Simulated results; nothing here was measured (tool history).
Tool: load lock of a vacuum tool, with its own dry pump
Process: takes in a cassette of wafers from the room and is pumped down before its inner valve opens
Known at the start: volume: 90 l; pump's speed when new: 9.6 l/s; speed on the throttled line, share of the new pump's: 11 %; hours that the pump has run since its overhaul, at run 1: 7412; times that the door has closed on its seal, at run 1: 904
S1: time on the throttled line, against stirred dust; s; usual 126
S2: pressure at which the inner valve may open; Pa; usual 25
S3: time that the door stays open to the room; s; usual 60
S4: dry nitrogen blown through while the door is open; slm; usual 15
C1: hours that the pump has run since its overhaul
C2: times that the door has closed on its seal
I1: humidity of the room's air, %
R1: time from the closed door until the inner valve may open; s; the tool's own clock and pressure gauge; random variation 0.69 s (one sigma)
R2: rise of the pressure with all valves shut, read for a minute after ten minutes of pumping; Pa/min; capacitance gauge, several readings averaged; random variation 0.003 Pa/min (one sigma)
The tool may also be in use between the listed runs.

run 1 hour=0.0 | S1=126 S2=25 S3=60 S4=15 | C1=7412 C2=904 | I1=45.3 | R1=202.7 R2=0.028
run 2 hour=95.5 | S1=126 S2=25 S3=60 S4=15 | C1=7507 C2=1187 | I1=44.2 | R1=204.6 R2=0.032
run 3 hour=208.9 | S1=126 S2=25 S3=60 S4=15 | C1=7621 C2=1522 | I1=43.3 | R1=204.1 R2=0.037
run 4 hour=340.9 | S1=126 S2=25 S3=60 S4=15 | C1=7753 C2=1912 | I1=43.7 | R1=203.2 R2=0.033
run 5 hour=470.7 | S1=126 S2=25 S3=60 S4=15 | C1=7883 C2=2295 | I1=45.0 | R1=203.9 R2=0.038
run 6 hour=544.2 | S1=126 S2=20 S3=60 S4=15 | C1=7956 C2=2512 | I1=46.2 | R1=206.7 R2=0.044
run 7 hour=606.6 | S1=126 S2=20 S3=60 S4=15 | C1=8019 C2=2697 | I1=44.9 | R1=206.6 R2=0.038
run 8 hour=691.7 | S1=240 S2=20 S3=60 S4=15 | C1=8104 C2=2948 | I1=44.6 | R1=306.3 R2=0.041
run 9 hour=774.8 | S1=201 S2=20 S3=60 S4=15 | C1=8187 C2=3194 | I1=46.2 | R1=271.7 R2=0.047
run 10 hour=890.7 | S1=155 S2=20 S3=60 S4=15 | C1=8303 C2=3536 | I1=44.5 | R1=232.8 R2=0.042
run 11 hour=1000.1 | S1=126 S2=25 S3=90 S4=15 | C1=8412 C2=3859 | I1=51.5 | R1=204.0 R2=0.055
run 12 hour=1086.2 | S1=126 S2=25 S3=90 S4=15 | C1=8498 C2=4114 | I1=44.5 | R1=204.0 R2=0.047
run 13 hour=1149.7 | S1=183 S2=25 S3=60 S4=15 | C1=8562 C2=4301 | I1=46.3 | R1=254.4 R2=0.044
run 14 hour=1210.2 | S1=183 S2=25 S3=60 S4=15 | C1=8622 C2=4480 | I1=45.7 | R1=254.5 R2=0.047
run 15 hour=1304.6 | S1=183 S2=25 S3=60 S4=15 | C1=8717 C2=4759 | I1=45.8 | R1=254.8 R2=0.052
run 16 hour=1382.8 | S1=183 S2=25 S3=60 S4=15 | C1=8795 C2=4990 | I1=43.8 | R1=254.9 R2=0.054
run 17 hour=1437.8 | S1=183 S2=25 S3=60 S4=5 | C1=8850 C2=5153 | I1=44.4 | R1=258.1 R2=0.075
run 18 hour=1562.5 | S1=126 S2=25 S3=60 S4=15 | C1=8974 C2=5521 | I1=45.1 | R1=205.9 R2=0.057
run 19 hour=1695.4 | S1=126 S2=25 S3=60 S4=15 | C1=9107 C2=5914 | I1=43.9 | R1=205.3 R2=0.047
run 20 hour=1773.2 | S1=76 S2=25 S3=60 S4=6 | C1=9185 C2=6144 | I1=45.7 | R1=162.6 R2=0.066
run 21 hour=1888.8 | S1=164 S2=25 S3=60 S4=5 | C1=9301 C2=6485 | I1=43.4 | R1=239.8 R2=0.066
run 22 hour=2019.7 | S1=69 S2=25 S3=60 S4=7 | C1=9432 C2=6872 | I1=45.0 | R1=156.1 R2=0.067
run 23 hour=2134.6 | S1=69 S2=25 S3=60 S4=7 | C1=9547 C2=7211 | I1=45.7 | R1=158.1 R2=0.075
run 24 hour=2264.8 | S1=69 S2=25 S3=60 S4=7 | C1=9677 C2=7596 | I1=44.9 | R1=157.9 R2=0.082
run 25 hour=2349.7 | S1=131 S2=43 S3=60 S4=44 | C1=9762 C2=7847 | I1=43.8 | R1=204.5 R2=0.057
-- hour=2390.8 dry pump taken out, an overhauled one fitted
run 26 hour=2465.2 | S1=76 S2=27 S3=60 S4=15 | C1=74 C2=8171 | I1=47.0 | R1=145.7 R2=0.068
run 27 hour=2583.8 | S1=126 S2=25 S3=37 S4=6 | C1=193 C2=8521 | I1=45.4 | R1=191.6 R2=0.078
run 28 hour=2669.1 | S1=126 S2=25 S3=72 S4=6 | C1=278 C2=8773 | I1=45.2 | R1=191.7 R2=0.082
run 29 hour=2801.5 | S1=126 S2=25 S3=72 S4=6 | C1=411 C2=9164 | I1=45.2 | R1=192.6 R2=0.090
run 30 hour=2875.9 | S1=126 S2=25 S3=72 S4=6 | C1=485 C2=9384 | I1=41.1 | R1=192.8 R2=0.083
run 31 hour=2980.0 | S1=150 S2=30 S3=176 S4=13 | C1=589 C2=9691 | I1=44.0 | R1=210.3 R2=0.099
run 32 hour=3048.5 | S1=109 S2=31 S3=41 S4=15 | C1=658 C2=9894 | I1=45.7 | R1=174.8 R2=0.073
run 33 hour=3148.4 | S1=75 S2=21 S3=65 S4=13 | C1=758 C2=10189 | I1=45.3 | R1=149.2 R2=0.084
run 34 hour=3238.6 | S1=102 S2=25 S3=71 S4=4 | C1=848 C2=10456 | I1=41.0 | R1=171.5 R2=0.099
run 35 hour=3346.2 | S1=243 S2=21 S3=49 S4=15 | C1=955 C2=10774 | I1=44.7 | R1=298.2 R2=0.082
run 36 hour=3415.4 | S1=243 S2=35 S3=49 S4=5 | C1=1025 C2=10978 | I1=46.1 | R1=296.4 R2=0.102
run 37 hour=3490.1 | S1=126 S2=44 S3=107 S4=15 | C1=1099 C2=11199 | I1=47.4 | R1=187.4 R2=0.097

The same runs without the tool's hidden state, with the same run-to-run variation:
The hidden state here: pump's speed, % of a new pump's; leak at the door's seal, Pa l/s; drift of the gauge itself on ready_s, %; drift of the gauge itself on rise_pa_min, %.
run=1 R1=190.7 R2=0.026
run=2 R1=192.3 R2=0.028
run=3 R1=191.6 R2=0.033
run=4 R1=190.6 R2=0.027
run=5 R1=190.9 R2=0.030
run=6 R1=193.5 R2=0.035
run=7 R1=193.2 R2=0.029
run=8 R1=295.2 R2=0.031
run=9 R1=259.6 R2=0.036
run=10 R1=219.2 R2=0.029
run=11 R1=190.1 R2=0.040
run=12 R1=189.9 R2=0.031
run=13 R1=241.7 R2=0.027
run=14 R1=241.7 R2=0.030
run=15 R1=241.9 R2=0.033
run=16 R1=241.8 R2=0.034
run=17 R1=244.8 R2=0.054
run=18 R1=190.9 R2=0.035
run=19 R1=190.1 R2=0.022
run=20 R1=146.1 R2=0.041
run=21 R1=225.3 R2=0.038
run=22 R1=139.1 R2=0.037
run=23 R1=140.7 R2=0.043
run=24 R1=140.2 R2=0.048
run=25 R1=189.7 R2=0.021
run=26 R1=145.3 R2=0.030
run=27 R1=191.1 R2=0.038
run=28 R1=191.0 R2=0.041
run=29 R1=191.8 R2=0.046
run=30 R1=191.9 R2=0.038
run=31 R1=209.3 R2=0.050
run=32 R1=173.7 R2=0.025
run=33 R1=147.8 R2=0.033
run=34 R1=170.1 R2=0.046
run=35 R1=297.0 R2=0.027
run=36 R1=295.1 R2=0.045
run=37 R1=185.7 R2=0.037
